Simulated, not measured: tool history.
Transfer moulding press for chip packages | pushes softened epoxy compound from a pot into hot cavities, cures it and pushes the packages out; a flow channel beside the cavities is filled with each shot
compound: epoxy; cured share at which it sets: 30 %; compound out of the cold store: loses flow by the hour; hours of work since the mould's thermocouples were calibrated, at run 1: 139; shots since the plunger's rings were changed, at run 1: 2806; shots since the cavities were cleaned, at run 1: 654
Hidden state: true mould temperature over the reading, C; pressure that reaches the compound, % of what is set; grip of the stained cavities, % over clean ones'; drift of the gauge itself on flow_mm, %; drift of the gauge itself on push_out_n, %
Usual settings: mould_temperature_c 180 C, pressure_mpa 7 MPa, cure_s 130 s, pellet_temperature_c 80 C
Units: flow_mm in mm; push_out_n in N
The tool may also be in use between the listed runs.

| run | day | mould_temperature_c | pressure_mpa | cure_s | pellet_temperature_c | hours of work since the mould's thermocouples were calibrated | shots since the plunger's rings were changed | shots since the cavities were cleaned | incoming compound's hours out of the cold store | flow_mm | push_out_n |
|---|---|---|---|---|---|---|---|---|---|---|---|
| 1 | 0 | 180 | 7 | 130 | 80 | 139 | 2806 | 654 | 32.2 | 527 | 485 |
| 2 | 0.458 | 180 | 7.85 | 130 | 80 | 147 | 2929 | 777 | 17.5 | 614 | 521 |
| 3 | 0.738 | 180 | 7.85 | 130 | 80 | 153 | 3003 | 851 | 41.1 | 531 | 526 |
| 4 | 1.179 | 181 | 7.85 | 130 | 80 | 161 | 3120 | 968 | 35.9 | 548 | 544 |
| 5 | 1.408 | 181 | 7.85 | 130 | 78 | 165 | 3181 | 1029 | 46.7 | 513 | 534 |
| 6 | 1.654 | 181 | 7.85 | 130 | 78 | 170 | 3247 | 1095 | 47.1 | 512 | 560 |
| 7 | 1.862 | 180 | 7 | 130 | 80 | 174 | 3302 | 1150 | 47.5 | 480 | 558 |
|  | 1.967 | cavities cleaned with cleaning compound and waxed |
| 8 | 2.3 | 180 | 7.59 | 130 | 80 | 181 | 3401 | 88 | 42.2 | 519 | 706 |
| 9 | 2.667 | 180 | 7.59 | 130 | 80 | 188 | 3500 | 187 | 29.1 | 568 | 715 |
| 10 | 3.038 | 180 | 7.59 | 130 | 80 | 195 | 3597 | 284 | 46 | 509 | 689 |
| 11 | 3.238 | 180 | 7.59 | 130 | 80 | 199 | 3651 | 338 | 35.7 | 539 | 703 |
| 12 | 3.571 | 180 | 7 | 130 | 80 | 205 | 3740 | 427 | 34.4 | 521 | 702 |
| 13 | 3.796 | 180 | 7 | 130 | 80 | 209 | 3800 | 487 | 33.7 | 523 | 687 |
|  | 4.062 | cavities cleaned with cleaning compound and waxed, once more |
| 14 | 4.196 | 180 | 7 | 130 | 87 | 215 | 3889 | 36 | 44.4 | 487 | 333 |
| 15 | 4.383 | 181 | 6.16 | 156 | 80 | 219 | 3939 | 86 | 21.1 | 525 | 319 |
| 16 | 4.704 | 183 | 8.03 | 154 | 80 | 225 | 4025 | 172 | 21.7 | 595 | 366 |
| 17 | 5.104 | 172 | 7 | 127 | 80 | 232 | 4131 | 278 | 17.6 | 605 | 675 |
| 18 | 5.383 | 172 | 7 | 127 | 80 | 238 | 4205 | 352 | 36.2 | 535 | 661 |
| 19 | 5.796 | 172 | 7 | 127 | 80 | 245 | 4315 | 462 | 31.2 | 556 | 720 |
| 20 | 6.079 | 172 | 7 | 127 | 80 | 251 | 4390 | 537 | 21.3 | 591 | 737 |
| 21 | 6.392 | 172 | 7 | 127 | 80 | 257 | 4474 | 621 | 13.8 | 614 | 806 |
| 22 | 6.662 | 172 | 7 | 127 | 80 | 262 | 4546 | 693 | 33.2 | 545 | 756 |
| 23 | 6.996 | 172 | 7 | 127 | 80 | 268 | 4634 | 781 | 9.9 | 629 | 838 |
| 24 | 7.383 | 172 | 7 | 127 | 80 | 275 | 4737 | 884 | 32.6 | 547 | 813 |
|  | 7.946 | plunger's sealing rings changed |
| 25 | 7.946 | 180 | 5.41 | 120 | 80 | 284 | 0 | 1006 | 45.7 | 443 | 586 |
| 26 | 8.392 | 184 | 5.84 | 120 | 80 | 292 | 119 | 1125 | 29.3 | 495 | 547 |
|  | 8.562 | cavities cleaned with cleaning compound and waxed |
| 27 | 8.746 | 180 | 6.23 | 130 | 80 | 298 | 196 | 49 | 13.2 | 579 | 362 |
| 28 | 9.1 | 180 | 7 | 164 | 80 | 305 | 291 | 144 | 36 | 528 | 356 |

How the hidden state differs across the entries between the runs, from the last listed run before each to the first after it:
Between runs 7 and 8: cavities cleaned with cleaning compound and waxed (day 1.967)
  true mould temperature over the reading, C: 0.42 -> 0.43; pressure that reaches the compound, % of what is set: 93.5 -> 93.3; grip of the stained cavities, % over clean ones': 77.6 -> 121.4
  measured less the result without the state, flow_mm: -17 -> -20 mm; push_out_n: +244 -> +385 N
Between runs 13 and 14: cavities cleaned with cleaning compound and waxed, once more (day 4.062)
  true mould temperature over the reading, C: 0.45 -> 0.46; pressure that reaches the compound, % of what is set: 92.57 -> 92.41; grip of the stained cavities, % over clean ones': 115.8 -> 4.8
  measured less the result without the state, flow_mm: -22 -> -21 mm; push_out_n: +363 -> +12 N
Between runs 24 and 25: plunger's sealing rings changed (day 7.946)
  true mould temperature over the reading, C: 0.51 -> 0.52; pressure that reaches the compound, % of what is set: 90.83 -> 99.26; grip of the stained cavities, % over clean ones': 68.6 -> 73.5
  measured less the result without the state, flow_mm: -28 -> -3 mm; push_out_n: +314 -> +244 N
Between runs 26 and 27: cavities cleaned with cleaning compound and waxed (day 8.562)
  pressure that reaches the compound, % of what is set: 99.04 -> 98.89; grip of the stained cavities, % over clean ones': 77.6 -> 10.1
  measured less the result without the state, flow_mm: -4 -> -5 mm; push_out_n: +237 -> +29 N
